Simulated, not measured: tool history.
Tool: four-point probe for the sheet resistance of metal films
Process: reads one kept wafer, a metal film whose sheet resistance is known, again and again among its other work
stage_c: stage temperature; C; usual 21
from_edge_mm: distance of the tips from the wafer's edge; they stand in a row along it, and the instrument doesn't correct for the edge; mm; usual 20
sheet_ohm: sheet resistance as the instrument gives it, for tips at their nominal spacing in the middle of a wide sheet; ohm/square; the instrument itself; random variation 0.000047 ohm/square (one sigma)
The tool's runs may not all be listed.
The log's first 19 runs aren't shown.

{"run": 20, "hour": 711.7, "stage_c": 21, "from_edge_mm": 20, "sheet_ohm": 0.237999}
{"run": 21, "hour": 744.3, "stage_c": 21, "from_edge_mm": 20, "sheet_ohm": 0.238014}
{"hour": 752.1, "done": "stage's thermometer calibrated, once more"}
{"run": 22, "hour": 796.0, "stage_c": 31, "from_edge_mm": 20, "sheet_ohm": 0.237533}
{"run": 23, "hour": 830.4, "stage_c": 31, "from_edge_mm": 20, "sheet_ohm": 0.237575}
{"run": 24, "hour": 861.5, "stage_c": 30, "from_edge_mm": 11, "sheet_ohm": 0.237819}
{"run": 25, "hour": 890.0, "stage_c": 30, "from_edge_mm": 11, "sheet_ohm": 0.237762}
{"run": 26, "hour": 938.5, "stage_c": 30, "from_edge_mm": 11, "sheet_ohm": 0.237841}
{"run": 27, "hour": 990.9, "stage_c": 30, "from_edge_mm": 11, "sheet_ohm": 0.237871}
{"run": 28, "hour": 1017.0, "stage_c": 21, "from_edge_mm": 69, "sheet_ohm": 0.237633}
{"run": 29, "hour": 1047.4, "stage_c": 33, "from_edge_mm": 6, "sheet_ohm": 0.238686}
{"run": 30, "hour": 1077.5, "stage_c": 33, "from_edge_mm": 6, "sheet_ohm": 0.238512}
{"run": 31, "hour": 1112.9, "stage_c": 25, "from_edge_mm": 36, "sheet_ohm": 0.237764}
{"run": 32, "hour": 1145.0, "stage_c": 19, "from_edge_mm": 36, "sheet_ohm": 0.237962}
{"run": 33, "hour": 1192.3, "stage_c": 19, "from_edge_mm": 36, "sheet_ohm": 0.237911}
{"run": 34, "hour": 1231.4, "stage_c": 26, "from_edge_mm": 43, "sheet_ohm": 0.237916}
{"run": 35, "hour": 1262.5, "stage_c": 23, "from_edge_mm": 15, "sheet_ohm": 0.238119}
{"run": 36, "hour": 1288.7, "stage_c": 20, "from_edge_mm": 43, "sheet_ohm": 0.238}
{"run": 37, "hour": 1316.0, "stage_c": 29, "from_edge_mm": 50, "sheet_ohm": 0.237968}
{"run": 38, "hour": 1361.6, "stage_c": 31, "from_edge_mm": 45, "sheet_ohm": 0.237963}
{"run": 39, "hour": 1402.7, "stage_c": 31, "from_edge_mm": 45, "sheet_ohm": 0.23795}
{"run": 40, "hour": 1447.9, "stage_c": 25, "from_edge_mm": 9, "sheet_ohm": 0.238322}
{"run": 41, "hour": 1478.4, "stage_c": 23, "from_edge_mm": 68, "sheet_ohm": 0.238055}
{"run": 42, "hour": 1504.7, "stage_c": 21, "from_edge_mm": 31, "sheet_ohm": 0.238179}

5 ways to go on from here, each from the tool as it stands after run 42. What would each give?
{"run": "A", "hour": 1529.2, "stage_c": 30, "from_edge_mm": 47, "sheet_ohm": "?"}
{"run": "B", "hour": 1529.2, "stage_c": 28, "from_edge_mm": 67, "sheet_ohm": "?"}
{"run": "C", "hour": 1529.2, "stage_c": 21, "from_edge_mm": 7, "sheet_ohm": "?"}
{"run": "D", "hour": 1529.2, "stage_c": 30, "from_edge_mm": 57, "sheet_ohm": "?"}
{"run": "E", "hour": 1529.2, "stage_c": 20, "from_edge_mm": 4, "sheet_ohm": "?"}

run=A sheet_ohm=0.238203
run=B sheet_ohm=0.238114
run=C sheet_ohm=0.238780
run=D sheet_ohm=0.238081
run=E sheet_ohm=0.240186
Without the tool's hidden state the same runs would have given:
run=A sheet_ohm=0.235767
run=B sheet_ohm=0.235678
run=C sheet_ohm=0.236332
run=D sheet_ohm=0.235647
run=E sheet_ohm=0.237725
